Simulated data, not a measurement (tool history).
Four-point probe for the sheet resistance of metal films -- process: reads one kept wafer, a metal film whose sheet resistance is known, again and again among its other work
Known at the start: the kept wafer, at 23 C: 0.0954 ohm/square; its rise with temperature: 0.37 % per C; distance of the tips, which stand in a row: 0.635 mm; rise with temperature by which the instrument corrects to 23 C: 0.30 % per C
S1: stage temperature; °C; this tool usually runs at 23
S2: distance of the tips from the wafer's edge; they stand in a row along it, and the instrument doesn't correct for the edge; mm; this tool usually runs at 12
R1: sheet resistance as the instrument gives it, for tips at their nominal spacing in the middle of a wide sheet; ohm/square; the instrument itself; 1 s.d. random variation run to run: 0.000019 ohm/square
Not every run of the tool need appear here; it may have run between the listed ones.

run 1 hour=0 | S1=23 S2=12 | R1=0.095087
run 2 hour=53.8 | S1=23 S2=16 | R1=0.095002
run 3 hour=97.4 | S1=23 S2=12 | R1=0.095072
run 4 hour=127.8 | S1=23 S2=12 | R1=0.095065
run 5 hour=165.7 | S1=23 S2=12 | R1=0.095033
run 6 hour=200.4 | S1=23 S2=12 | R1=0.095064
run 7 hour=272.6 | S1=23 S2=12 | R1=0.09509
run 8 hour=324.1 | S1=23 S2=12 | R1=0.095057
run 9 hour=388.7 | S1=23 S2=9 | R1=0.095168
run 10 hour=453.2 | S1=23 S2=12 | R1=0.095057
-- hour=473.5 stage's thermometer calibrated
run 11 hour=506.2 | S1=23 S2=12 | R1=0.095142
run 12 hour=548.8 | S1=23 S2=7 | R1=0.095394
run 13 hour=590.2 | S1=23 S2=12 | R1=0.095121
run 14 hour=653 | S1=23 S2=12 | R1=0.095105
run 15 hour=689.6 | S1=23 S2=12 | R1=0.0951
-- hour=705.5 stage's thermometer calibrated, once more
run 16 hour=723.7 | S1=23 S2=12 | R1=0.094903
run 17 hour=778 | S1=23 S2=12 | R1=0.094862
run 18 hour=848.1 | S1=23 S2=12 | R1=0.094901
run 19 hour=898.4 | S1=23 S2=12 | R1=0.094897
run 20 hour=948.6 | S1=23 S2=12 | R1=0.094886
run 21 hour=1018.4 | S1=19 S2=11 | R1=0.094672
run 22 hour=1050.7 | S1=23 S2=8 | R1=0.095026
run 23 hour=1108.4 | S1=23 S2=15 | R1=0.094873
run 24 hour=1170.6 | S1=29 S2=34 | R1=0.095128
run 25 hour=1226.4 | S1=19 S2=27 | R1=0.094476
run 26 hour=1274.6 | S1=19 S2=6 | R1=0.09502
run 27 hour=1316.9 | S1=30 S2=3 | R1=0.097371
run 28 hour=1353.9 | S1=30 S2=49 | R1=0.095155
run 29 hour=1406.8 | S1=24 S2=4 | R1=0.096112
run 30 hour=1474.1 | S1=24 S2=4 | R1=0.096069
run 31 hour=1545.6 | S1=25 S2=3 | R1=0.097079
run 32 hour=1607.9 | S1=23 S2=28 | R1=0.094742
run 33 hour=1655.1 | S1=32 S2=56 | R1=0.095262
run 34 hour=1719.2 | S1=32 S2=56 | R1=0.09525
run 35 hour=1750.6 | S1=32 S2=56 | R1=0.095251
run 36 hour=1794.8 | S1=32 S2=11 | R1=0.095428
run 37 hour=1830.2 | S1=32 S2=11 | R1=0.095411

Forecast each of these 4 alternatives for the next run:
run A hour=1880.5 | S1=32 S2=42 | R1=?
run B hour=1880.5 | S1=22 S2=28 | R1=?
run C hour=1880.5 | S1=26 S2=11 | R1=?
run D hour=1880.5 | S1=20 S2=6 | R1=?

run=A R1=0.095283
run=B R1=0.094677
run=C R1=0.09508
run=D R1=0.095036
Stripped of hidden state, with their random variation kept, the same runs would have yielded:
run=A R1=0.095995
run=B R1=0.095381
run=C R1=0.095789
run=D R1=0.095742
